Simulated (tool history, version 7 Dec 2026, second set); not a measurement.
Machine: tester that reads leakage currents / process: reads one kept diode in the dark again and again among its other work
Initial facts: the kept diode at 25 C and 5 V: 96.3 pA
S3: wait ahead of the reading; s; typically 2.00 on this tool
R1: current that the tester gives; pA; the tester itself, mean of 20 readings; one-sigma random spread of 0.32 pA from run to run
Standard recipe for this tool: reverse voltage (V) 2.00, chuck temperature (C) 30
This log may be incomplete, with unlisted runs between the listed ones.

run 1 hour=0.0 | reverse_voltage_(V)=2.00 chuck_temperature_(C)=30 S3=2.00 | R1=105.56
run 2 hour=171.1 | reverse_voltage_(V)=2.00 chuck_temperature_(C)=53 S3=2.00 | R1=532.01
run 3 hour=400.8 | reverse_voltage_(V)=2.00 chuck_temperature_(C)=30 S3=2.00 | R1=105.82
run 4 hour=521.1 | reverse_voltage_(V)=2.00 chuck_temperature_(C)=30 S3=2.00 | R1=105.50
run 5 hour=759.6 | reverse_voltage_(V)=2.00 chuck_temperature_(C)=30 S3=2.00 | R1=105.74
-- hour=774.4 chuck's temperature calibrated
run 6 hour=1014.8 | reverse_voltage_(V)=2.00 chuck_temperature_(C)=30 S3=2.00 | R1=105.99
run 7 hour=1207.4 | reverse_voltage_(V)=2.00 chuck_temperature_(C)=30 S3=2.00 | R1=105.11
run 8 hour=1347.7 | reverse_voltage_(V)=2.00 chuck_temperature_(C)=43 S3=2.00 | R1=271.90
run 9 hour=1478.3 | reverse_voltage_(V)=2.00 chuck_temperature_(C)=30 S3=3.61 | R1=105.44
run 10 hour=1647.5 | reverse_voltage_(V)=2.00 chuck_temperature_(C)=40 S3=3.61 | R1=220.09
run 11 hour=1800.7 | reverse_voltage_(V)=2.00 chuck_temperature_(C)=40 S3=3.61 | R1=220.16
run 12 hour=1936.6 | reverse_voltage_(V)=1.41 chuck_temperature_(C)=40 S3=3.61 | R1=195.87
-- hour=2071.9 chuck's temperature calibrated
run 13 hour=2130.8 | reverse_voltage_(V)=17.55 chuck_temperature_(C)=26 S3=2.00 | R1=160.91
run 14 hour=2317.2 | reverse_voltage_(V)=17.55 chuck_temperature_(C)=26 S3=2.00 | R1=161.59
run 15 hour=2471.7 | reverse_voltage_(V)=17.55 chuck_temperature_(C)=26 S3=2.00 | R1=160.42
run 16 hour=2704.9 | reverse_voltage_(V)=17.55 chuck_temperature_(C)=26 S3=2.00 | R1=161.01
-- hour=2768.2 tester calibrated
-- hour=2807.6 probe card cleaned and baked
run 17 hour=2891.5 | reverse_voltage_(V)=18.89 chuck_temperature_(C)=30 S3=2.75 | R1=220.05
run 18 hour=3121.6 | reverse_voltage_(V)=2.00 chuck_temperature_(C)=24 S3=0.36 | R1=68.30
run 19 hour=3334.8 | reverse_voltage_(V)=2.00 chuck_temperature_(C)=24 S3=0.36 | R1=68.43
-- hour=3374.3 chuck's temperature calibrated
run 20 hour=3522.9 | reverse_voltage_(V)=2.00 chuck_temperature_(C)=38 S3=2.00 | R1=189.15
run 21 hour=3639.1 | reverse_voltage_(V)=2.00 chuck_temperature_(C)=38 S3=2.00 | R1=189.18
run 22 hour=3749.5 | reverse_voltage_(V)=13.61 chuck_temperature_(C)=38 S3=2.00 | R1=358.32

Here are 3 independent what-if runs from the current tool condition. What would each one return?
run A hour=3977.8 | reverse_voltage_(V)=13.85 chuck_temperature_(C)=38 S3=2.00 | R1=?
run B hour=3977.8 | reverse_voltage_(V)=3.60 chuck_temperature_(C)=36 S3=4.26 | R1=?
run C hour=3977.8 | reverse_voltage_(V)=2.00 chuck_temperature_(C)=30 S3=0.96 | R1=?

run=A R1=360.29
run=B R1=199.22
run=C R1=105.94
What these runs would have given with no unlogged condition in the tool:
run=A R1=360.12
run=B R1=199.13
run=C R1=105.88
